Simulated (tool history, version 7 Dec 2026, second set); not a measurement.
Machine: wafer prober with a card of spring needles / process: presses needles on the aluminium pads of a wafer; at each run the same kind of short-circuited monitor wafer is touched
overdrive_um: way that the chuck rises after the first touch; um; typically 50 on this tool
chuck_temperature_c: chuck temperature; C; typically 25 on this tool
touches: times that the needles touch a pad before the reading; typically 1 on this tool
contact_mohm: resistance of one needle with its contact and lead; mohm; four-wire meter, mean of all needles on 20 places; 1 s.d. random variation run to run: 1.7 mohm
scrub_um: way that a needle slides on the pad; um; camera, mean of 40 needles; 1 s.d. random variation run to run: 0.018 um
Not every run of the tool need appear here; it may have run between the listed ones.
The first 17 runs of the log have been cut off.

run     day  overdrive_um  chuck_temperature_c  touches  contact_mohm  scrub_um
     18.038  -- tips cleaned on abrasive film
 18  18.325            63                   72        2           193     15.31
 19  19.567            63                   72        2           210      15.3
     19.646  -- tips cleaned on abrasive film
 20  20.854            33                   86        3           244      7.92
     21.242  -- tips cleaned on abrasive film
 21  21.779            45                   25        2           209     10.82
 22  22.804            50                   60        2           223     12.08
     22.883  -- tips cleaned on abrasive film
 23  23.429            50                   60        2           207     12.09
     24.521  -- tips cleaned on abrasive film
 24  24.858            48                   71        2           206     11.55
 25  25.967            53                   25        1           239     12.77
     26.142  -- tips cleaned on abrasive film
 26  27.146            50                   91        1           243     12.02
     27.733  -- tips cleaned on abrasive film
 27   28.25            33                   65        1           282      7.84
 28  29.092            50                   55        3           208     12.03
     29.346  -- tips cleaned on abrasive film
 29  29.975            48                   25        1           227      11.5
 30  30.604            54                   35        1           233     13.01
     30.942  -- tips cleaned on abrasive film
 31  32.021            54                   36        1           229     12.98
     32.546  -- tips cleaned on abrasive film
 32  32.617            54                   36        1           188     12.96
 33  33.254            50                  104        3           211     11.96

Consider 4 possible next runs. They are alternatives, not a sequence: every one starts from the tool as it was left by run 33. What does each give?
     34.179  -- tips cleaned on abrasive film
  A  34.638            46                   28        3             ?         ?
     34.179  -- tips cleaned on abrasive film
  B  34.638            64                   67        2             ?         ?
     34.179  -- tips cleaned on abrasive film
  C  34.638            33                   60        2             ?         ?
     34.179  -- tips cleaned on abrasive film
  D  34.638            38                   25        1             ?         ?

run  contact_mohm  scrub_um
  A           194     10.97
  B           196     15.38
  C           240       7.7
  D           243      8.97
Without the tool's hidden state the same runs would have given:
run  contact_mohm  scrub_um
  A           178     11.37
  B           182     15.78
  C           193       8.1
  D           181      9.37
